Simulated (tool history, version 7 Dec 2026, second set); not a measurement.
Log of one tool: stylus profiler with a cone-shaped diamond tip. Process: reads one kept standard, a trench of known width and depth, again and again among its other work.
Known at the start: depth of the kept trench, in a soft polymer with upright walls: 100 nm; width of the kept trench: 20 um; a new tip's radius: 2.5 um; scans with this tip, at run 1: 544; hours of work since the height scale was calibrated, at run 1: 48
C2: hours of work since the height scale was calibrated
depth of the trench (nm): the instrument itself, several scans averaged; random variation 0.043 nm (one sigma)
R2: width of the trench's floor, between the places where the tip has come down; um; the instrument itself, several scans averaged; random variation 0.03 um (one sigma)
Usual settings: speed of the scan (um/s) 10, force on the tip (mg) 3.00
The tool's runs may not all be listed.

run 1 hour=0.0 | speed_of_the_scan_(um/s)=10 force_on_the_tip_(mg)=3.00 | scans_with_this_tip=544 C2=48 | depth_of_the_trench_(nm)=100.59 R2=18.56
run 2 hour=40.4 | speed_of_the_scan_(um/s)=10 force_on_the_tip_(mg)=3.84 | scans_with_this_tip=832 C2=73 | depth_of_the_trench_(nm)=100.72 R2=18.51
run 3 hour=134.2 | speed_of_the_scan_(um/s)=10 force_on_the_tip_(mg)=1.66 | scans_with_this_tip=1501 C2=132 | depth_of_the_trench_(nm)=100.35 R2=18.46
run 4 hour=230.9 | speed_of_the_scan_(um/s)=10 force_on_the_tip_(mg)=1.66 | scans_with_this_tip=2191 C2=192 | depth_of_the_trench_(nm)=100.42 R2=18.47
run 5 hour=329.7 | speed_of_the_scan_(um/s)=4 force_on_the_tip_(mg)=1.66 | scans_with_this_tip=2895 C2=254 | depth_of_the_trench_(nm)=100.36 R2=18.51
run 6 hour=386.5 | speed_of_the_scan_(um/s)=2 force_on_the_tip_(mg)=3.00 | scans_with_this_tip=3301 C2=290 | depth_of_the_trench_(nm)=100.54 R2=18.50
run 7 hour=426.5 | speed_of_the_scan_(um/s)=2 force_on_the_tip_(mg)=3.00 | scans_with_this_tip=3586 C2=315 | depth_of_the_trench_(nm)=100.57 R2=18.43
run 8 hour=511.2 | speed_of_the_scan_(um/s)=2 force_on_the_tip_(mg)=1.22 | scans_with_this_tip=4190 C2=368 | depth_of_the_trench_(nm)=100.22 R2=18.42
run 9 hour=600.7 | speed_of_the_scan_(um/s)=2 force_on_the_tip_(mg)=1.22 | scans_with_this_tip=4829 C2=424 | depth_of_the_trench_(nm)=100.13 R2=18.39
run 10 hour=674.8 | speed_of_the_scan_(um/s)=2 force_on_the_tip_(mg)=1.22 | scans_with_this_tip=5357 C2=470 | depth_of_the_trench_(nm)=100.10 R2=18.47
run 11 hour=761.2 | speed_of_the_scan_(um/s)=2 force_on_the_tip_(mg)=2.62 | scans_with_this_tip=5973 C2=524 | depth_of_the_trench_(nm)=100.31 R2=18.39
run 12 hour=856.0 | speed_of_the_scan_(um/s)=2 force_on_the_tip_(mg)=2.62 | scans_with_this_tip=6649 C2=583 | depth_of_the_trench_(nm)=100.33 R2=18.30
run 13 hour=933.5 | speed_of_the_scan_(um/s)=2 force_on_the_tip_(mg)=2.62 | scans_with_this_tip=7202 C2=632 | depth_of_the_trench_(nm)=100.30 R2=18.32
run 14 hour=987.8 | speed_of_the_scan_(um/s)=2 force_on_the_tip_(mg)=2.62 | scans_with_this_tip=7590 C2=666 | depth_of_the_trench_(nm)=100.30 R2=18.36
run 15 hour=1033.9 | speed_of_the_scan_(um/s)=2 force_on_the_tip_(mg)=2.62 | scans_with_this_tip=7918 C2=695 | depth_of_the_trench_(nm)=100.30 R2=18.33
run 16 hour=1121.1 | speed_of_the_scan_(um/s)=23 force_on_the_tip_(mg)=2.62 | scans_with_this_tip=8540 C2=749 | depth_of_the_trench_(nm)=100.23 R2=18.21
-- hour=1130.7 height scale calibrated on a step standard
run 17 hour=1194.9 | speed_of_the_scan_(um/s)=2 force_on_the_tip_(mg)=3.00 | scans_with_this_tip=9063 C2=40 | depth_of_the_trench_(nm)=100.26 R2=18.32
run 18 hour=1279.8 | speed_of_the_scan_(um/s)=5 force_on_the_tip_(mg)=7.88 | scans_with_this_tip=9669 C2=93 | depth_of_the_trench_(nm)=100.75 R2=18.28
run 19 hour=1349.0 | speed_of_the_scan_(um/s)=5 force_on_the_tip_(mg)=7.88 | scans_with_this_tip=10162 C2=137 | depth_of_the_trench_(nm)=100.75 R2=18.28
run 20 hour=1415.0 | speed_of_the_scan_(um/s)=5 force_on_the_tip_(mg)=7.88 | scans_with_this_tip=10633 C2=178 | depth_of_the_trench_(nm)=100.86 R2=18.22
run 21 hour=1506.6 | speed_of_the_scan_(um/s)=3 force_on_the_tip_(mg)=3.83 | scans_with_this_tip=11286 C2=235 | depth_of_the_trench_(nm)=100.21 R2=18.34
run 22 hour=1554.0 | speed_of_the_scan_(um/s)=10 force_on_the_tip_(mg)=4.85 | scans_with_this_tip=11625 C2=265 | depth_of_the_trench_(nm)=100.39 R2=18.18
-- hour=1606.4 height scale calibrated on a step standard, once more
run 23 hour=1633.7 | speed_of_the_scan_(um/s)=10 force_on_the_tip_(mg)=4.85 | scans_with_this_tip=12190 C2=17 | depth_of_the_trench_(nm)=100.98 R2=18.18
run 24 hour=1700.8 | speed_of_the_scan_(um/s)=11 force_on_the_tip_(mg)=4.59 | scans_with_this_tip=12668 C2=59 | depth_of_the_trench_(nm)=100.87 R2=18.16
run 25 hour=1781.9 | speed_of_the_scan_(um/s)=10 force_on_the_tip_(mg)=1.24 | scans_with_this_tip=13246 C2=110 | depth_of_the_trench_(nm)=100.34 R2=18.11
run 26 hour=1854.7 | speed_of_the_scan_(um/s)=10 force_on_the_tip_(mg)=1.24 | scans_with_this_tip=13766 C2=155 | depth_of_the_trench_(nm)=100.25 R2=18.08
run 27 hour=1915.6 | speed_of_the_scan_(um/s)=10 force_on_the_tip_(mg)=1.24 | scans_with_this_tip=14200 C2=194 | depth_of_the_trench_(nm)=100.28 R2=18.14

4 ways to go on from here, each from the tool as it stands after run 27. What would each give?
run A hour=2011.7 | speed_of_the_scan_(um/s)=10 force_on_the_tip_(mg)=1.24 | scans_with_this_tip=14886 C2=254 | depth_of_the_trench_(nm)=? R2=?
run B hour=2011.7 | speed_of_the_scan_(um/s)=26 force_on_the_tip_(mg)=5.39 | scans_with_this_tip=14886 C2=254 | depth_of_the_trench_(nm)=? R2=?
run C hour=2011.7 | speed_of_the_scan_(um/s)=10 force_on_the_tip_(mg)=1.62 | scans_with_this_tip=14886 C2=254 | depth_of_the_trench_(nm)=? R2=?
run D hour=2011.7 | speed_of_the_scan_(um/s)=4 force_on_the_tip_(mg)=8.02 | scans_with_this_tip=14886 C2=254 | depth_of_the_trench_(nm)=? R2=?

run=A depth_of_the_trench_(nm)=100.20 R2=18.04
run=B depth_of_the_trench_(nm)=100.86 R2=18.05
run=C depth_of_the_trench_(nm)=100.33 R2=18.06
run=D depth_of_the_trench_(nm)=101.19 R2=18.09
Without the tool's hidden state the same runs would have given:
run=A depth_of_the_trench_(nm)=100.33 R2=18.51
run=B depth_of_the_trench_(nm)=100.99 R2=18.52
run=C depth_of_the_trench_(nm)=100.46 R2=18.53
run=D depth_of_the_trench_(nm)=101.32 R2=18.56
